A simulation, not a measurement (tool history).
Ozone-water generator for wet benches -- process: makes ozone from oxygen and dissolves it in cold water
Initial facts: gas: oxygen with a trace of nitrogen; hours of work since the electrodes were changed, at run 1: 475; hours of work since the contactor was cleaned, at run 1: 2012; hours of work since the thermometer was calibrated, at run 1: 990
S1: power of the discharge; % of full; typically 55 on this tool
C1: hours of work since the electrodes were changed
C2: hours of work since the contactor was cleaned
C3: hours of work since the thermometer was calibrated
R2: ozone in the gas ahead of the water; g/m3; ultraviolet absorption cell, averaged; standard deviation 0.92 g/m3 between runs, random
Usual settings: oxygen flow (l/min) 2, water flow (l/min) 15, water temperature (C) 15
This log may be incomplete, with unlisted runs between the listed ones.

Run 1, day 0: usual settings; C1 475; C2 2012; C3 990. Result: dissolved ozone (ppm) 11.1, R2 154.4 g/m3.
Run 2, day 2.179: usual settings; C1 514; C2 2051; C3 1028. Result: dissolved ozone (ppm) 11.1, R2 154.5 g/m3.
Run 3, day 3.888: usual settings but water flow (l/min) 19; C1 544; C2 2081; C3 1059. Result: dissolved ozone (ppm) 8.3, R2 154.9 g/m3.
Run 4, day 5.367: usual settings; C1 571; C2 2107; C3 1085. Result: dissolved ozone (ppm) 11.1, R2 156.3 g/m3.
Run 5, day 7.4: usual settings but oxygen flow (l/min) 1.13; C1 607; C2 2143; C3 1121. Result: dissolved ozone (ppm) 9.7, R2 210.3 g/m3.
Run 6, day 8.492: usual settings but oxygen flow (l/min) 1.13; C1 626; C2 2163; C3 1140. Result: dissolved ozone (ppm) 9.6, R2 207.1 g/m3.
Run 7, day 11.104: usual settings but oxygen flow (l/min) 1.13; C1 672; C2 2209; C3 1186. Result: dissolved ozone (ppm) 9.5, R2 208.7 g/m3.
Run 8, day 12.546: usual settings but oxygen flow (l/min) 1.48; C1 698; C2 2234; C3 1212. Result: dissolved ozone (ppm) 10.3, R2 179.6 g/m3.
Run 9, day 14.646: usual settings but oxygen flow (l/min) 1.28; C1 735; C2 2272; C3 1249. Result: dissolved ozone (ppm) 9.8, R2 195.4 g/m3.
Run 10, day 15.992: usual settings but oxygen flow (l/min) 1.28; C1 759; C2 2295; C3 1273. Result: dissolved ozone (ppm) 9.9, R2 195.1 g/m3.
Run 11, day 17.896: usual settings but oxygen flow (l/min) 1.28; C1 793; C2 2329; C3 1307. Result: dissolved ozone (ppm) 9.9, R2 196.1 g/m3.
Run 12, day 20.279: usual settings but oxygen flow (l/min) 1.28; C1 835; C2 2371; C3 1349. Result: dissolved ozone (ppm) 10, R2 193.7 g/m3.
Run 13, day 22.558: usual settings but S1 68 % of full; C1 875; C2 2412; C3 1389. Result: dissolved ozone (ppm) 13.5, R2 188.7 g/m3.
Run 14, day 24.179: usual settings but S1 84 % of full; C1 904; C2 2441; C3 1418. Result: dissolved ozone (ppm) 16.3, R2 228 g/m3.
Run 15, day 25.454: usual settings but S1 84 % of full; C1 927; C2 2463; C3 1441. Result: dissolved ozone (ppm) 16.3, R2 225.9 g/m3.
Run 16, day 27.617: usual settings but S1 84 % of full, water temperature (C) 21; C1 965; C2 2501; C3 1479. Result: dissolved ozone (ppm) 15.8, R2 229 g/m3.
Run 17, day 29.783: usual settings but S1 84 % of full, water temperature (C) 21; C1 1003; C2 2540; C3 1518. Result: dissolved ozone (ppm) 15.2, R2 226.8 g/m3.
Run 18, day 31.554: usual settings but S1 84 % of full, water temperature (C) 21; C1 1035; C2 2571; C3 1549. Result: dissolved ozone (ppm) 15.5, R2 226.2 g/m3.
Run 19, day 34.096: usual settings but S1 95 % of full, oxygen flow (l/min) 1.71, water temperature (C) 21; C1 1080; C2 2616; C3 1594. Result: dissolved ozone (ppm) 17, R2 277.7 g/m3.
Run 20, day 35.375: usual settings but S1 80 % of full, oxygen flow (l/min) 3.09, water flow (l/min) 19; C1 1102; C2 2639; C3 1617. Result: dissolved ozone (ppm) 13.2, R2 170.2 g/m3.
Run 21, day 36.867: usual settings but S1 80 % of full, oxygen flow (l/min) 3.09, water flow (l/min) 19; C1 1129; C2 2665; C3 1643. Result: dissolved ozone (ppm) 12.9, R2 171.7 g/m3.
Run 22, day 39.446: usual settings but oxygen flow (l/min) 2.32; C1 1175; C2 2711; C3 1689. Result: dissolved ozone (ppm) 11.1, R2 141.5 g/m3.
Run 23, day 41.029: usual settings but oxygen flow (l/min) 2.32; C1 1203; C2 2739; C3 1717. Result: dissolved ozone (ppm) 11.3, R2 140.1 g/m3.
Run 24, day 42.312: usual settings but oxygen flow (l/min) 2.32, water temperature (C) 13; C1 1225; C2 2762; C3 1740. Result: dissolved ozone (ppm) 11.3, R2 141.1 g/m3.
Run 25, day 43.854: usual settings but oxygen flow (l/min) 2.32, water temperature (C) 13; C1 1253; C2 2789; C3 1767. Result: dissolved ozone (ppm) 11.6, R2 139.9 g/m3.
Run 26, day 46.179: usual settings but oxygen flow (l/min) 2.32, water temperature (C) 13; C1 1294; C2 2830; C3 1808. Result: dissolved ozone (ppm) 11.7, R2 138.8 g/m3.
Run 27, day 48.725: usual settings but oxygen flow (l/min) 2.32, water temperature (C) 13; C1 1339; C2 2876; C3 1853. Result: dissolved ozone (ppm) 11.5, R2 142.6 g/m3.
Run 28, day 49.946: usual settings but oxygen flow (l/min) 1.94, water flow (l/min) 10, water temperature (C) 18; C1 1361; C2 2897; C3 1875. Result: dissolved ozone (ppm) 15.8, R2 153.9 g/m3.
Run 29, day 52.633: usual settings but oxygen flow (l/min) 1.94, water flow (l/min) 10, water temperature (C) 18; C1 1408; C2 2945; C3 1922. Result: dissolved ozone (ppm) 16.1, R2 155.2 g/m3.
Run 30, day 53.958: usual settings but S1 50 % of full, oxygen flow (l/min) 2.27, water flow (l/min) 23, water temperature (C) 7; C1 1432; C2 2968; C3 1946. Result: dissolved ozone (ppm) 6.6, R2 128.7 g/m3.
Run 31, day 55.525: usual settings but S1 50 % of full, oxygen flow (l/min) 2.27, water flow (l/min) 23, water temperature (C) 7; C1 1459; C2 2996; C3 1974. Result: dissolved ozone (ppm) 6.8, R2 130.2 g/m3.
Run 32, day 56.792: usual settings but oxygen flow (l/min) 2.67; C1 1482; C2 3019; C3 1996. Result: dissolved ozone (ppm) 11.6, R2 130.7 g/m3.

Hidden state or all else? Some run-to-run changes of R2, split into what the settings, what came in and random variation would give without the hidden state, and what is left for the hidden state (with any gauge scatter that isn't in both results):
Hidden conditions of the tool in this case: yield of the discharge, % of new electrodes'; contactor's efficiency, % of a clean one's; true water temperature over the reading, C; drift of the gauge itself on ozone_ppm, %; drift of the gauge itself on gas_g_m3, %.
Run 4 -> 5: oxygen flow (l/min) 2 -> 1.13. R2 +54 g/m3: hidden state -0.4, all else +54.4.
Run 13 -> 14: S1 68 -> 84. R2 +39.3 g/m3: hidden state -0.7, all else +40.
Run 18 -> 19: S1 84 -> 95, oxygen flow (l/min) 2 -> 1.71. R2 +51.5 g/m3: hidden state -1.2, all else +52.7.
Run 19 -> 20: S1 95 -> 80, oxygen flow (l/min) 1.71 -> 3.09, water flow (l/min) 15 -> 19, water temperature (C) 21 -> 15. R2 -107.5 g/m3: hidden state +1.7, all else -109.2.

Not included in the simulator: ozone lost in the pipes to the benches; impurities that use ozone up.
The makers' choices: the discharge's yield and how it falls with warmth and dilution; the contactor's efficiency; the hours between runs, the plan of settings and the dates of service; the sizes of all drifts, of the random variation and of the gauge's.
